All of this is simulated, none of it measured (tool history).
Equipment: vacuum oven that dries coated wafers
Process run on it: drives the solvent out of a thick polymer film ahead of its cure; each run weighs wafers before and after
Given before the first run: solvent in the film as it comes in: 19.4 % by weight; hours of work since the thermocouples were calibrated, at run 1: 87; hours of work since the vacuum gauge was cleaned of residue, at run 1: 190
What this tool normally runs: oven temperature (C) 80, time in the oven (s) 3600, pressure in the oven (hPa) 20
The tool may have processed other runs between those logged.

run	day	oven temperature (C)	time in the oven (s)	pressure in the oven (hPa)	hours of work since the thermocouples were calibrated	hours of work since the vacuum gauge was cleaned of residue	solvent left in the film (%)
1	0	80	3600	20	87	190	5.19
2	0.529	80	3600	20	93	196	5.12
3	0.842	80	3600	20	97	200	5.21
4	1.1	80	3600	20	100	203	5.12
5	1.388	80	3720	20	104	207	5.03
6	1.796	80	3600	20	108	212	5.11
7	2.142	80	3600	20	113	216	5.17
8	2.575	69	2100	20	118	221	11.33
9	2.917	71	3600	20	122	225	8.12
10	3.158	71	3600	20	125	228	8.2
11	3.412	71	3600	20	128	231	8.19
12	3.75	89	2760	20	132	236	3.8
13	4.054	89	2760	20	136	239	3.78
14	4.546	72	3360	64.8	142	245	10.54

Alternative continuations, all from the tool just after run 14; predict every row:
A	5.012	87	3600	31.9	148	251	?
B	5.012	73	2160	12.6	148	251	?
C	5.012	72	2220	64.8	148	251	?
D	5.012	83	2640	25.3	148	251	?
E	5.012	77	5280	14.1	148	251	?

run	solvent left in the film (%)
A	3.61
B	9.74
C	12.13
D	5.98
E	3.92
With the hidden condition removed and each run's random variation left untouched, the same runs would have given:
run	solvent left in the film (%)
A	3.61
B	9.74
C	12.13
D	5.98
E	3.92
